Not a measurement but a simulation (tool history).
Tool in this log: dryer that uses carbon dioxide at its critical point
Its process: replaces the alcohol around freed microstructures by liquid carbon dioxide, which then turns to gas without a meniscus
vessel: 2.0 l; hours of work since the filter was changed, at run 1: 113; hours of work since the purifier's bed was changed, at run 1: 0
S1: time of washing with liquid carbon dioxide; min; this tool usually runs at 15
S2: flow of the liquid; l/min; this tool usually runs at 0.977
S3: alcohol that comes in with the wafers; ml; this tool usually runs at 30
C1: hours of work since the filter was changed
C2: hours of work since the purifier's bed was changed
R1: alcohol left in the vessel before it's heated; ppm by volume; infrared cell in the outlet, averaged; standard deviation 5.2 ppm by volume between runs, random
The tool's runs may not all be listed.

run	hour	S1	S2	S3	C1	C2	R1
1	0.0	15	0.977	30	113	0	148
2	66.7	15	0.977	30	155	42	199
3	112.4	15	0.977	93	184	72	631
# hour 152.0: inlet filter changed
4	159.0	22	0.977	30	4	101	68
5	208.0	15	1.586	30	36	132	74
6	243.8	15	0.977	78	58	154	370
7	311.2	15	0.977	78	101	197	437
8	375.1	12	0.977	30	142	238	513
9	440.6	10	1.331	52	184	280	602
# hour 481.4: inlet filter changed
10	492.6	11	0.610	30	7	312	1596
11	554.0	11	0.610	30	46	351	1711
12	593.9	13	1.522	91	72	377	274
13	648.3	15	1.224	30	106	411	262

Branching from run 13: 3 alternative next runs. What would each branch give?
A	683.5	15	1.204	30	129	434	?
B	683.5	15	0.754	32	129	434	?
C	683.5	16	0.638	30	129	434	?

run	R1
A	292
B	655
C	809
Without the tool's unlogged condition, the same runs would have read:
run	R1
A	33
B	294
C	419
